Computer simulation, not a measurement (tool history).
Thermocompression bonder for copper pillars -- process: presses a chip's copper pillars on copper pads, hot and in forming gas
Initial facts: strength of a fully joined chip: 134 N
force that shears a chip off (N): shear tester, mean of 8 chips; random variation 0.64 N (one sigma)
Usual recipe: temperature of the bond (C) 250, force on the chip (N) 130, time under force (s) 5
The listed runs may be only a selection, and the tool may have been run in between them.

run	hour	temperature of the bond (C)	force on the chip (N)	time under force (s)	force that shears a chip off (N)
1	0.0	250	130	5	81.5
2	9.1	250	130	5	83.9
3	28.8	250	130	5	84.0
4	38.9	250	130	5	84.1
5	54.8	250	130	5	82.7
6	66.5	250	81	5	64.8
7	76.8	250	81	5	65.6
8	86.4	250	81	5	66.1
9	102.0	250	84	5	66.8
10	115.4	250	84	5	66.1
11	135.7	250	130	5	82.6
12	145.8	250	130	5	83.7
13	159.2	278	130	5	104.2
14	174.5	225	130	5	62.1
15	191.0	225	130	5	61.2
16	207.2	225	130	5	61.1
17	227.5	225	130	5	62.3
18	247.3	225	130	5	62.2
19	265.8	225	130	12	80.8
20	280.8	225	130	12	83.4
21	294.6	248	130	5	81.7
22	306.0	248	183	3	81.4
23	324.0	248	107	3	61.8
24	341.4	248	107	3	62.8
25	362.4	248	107	3	62.9
26	372.1	250	80	7	72.9
27	387.8	250	80	7	72.9

Run 28, settings as shown, results not yet in. Your forecast:
28	400.5	250	130	3	?

{"run 28": {"force that shears a chip off (N)": 72.4}}
Had the tool carried no hidden state, the very same run would have given force that shears a chip off (N) 71.4.
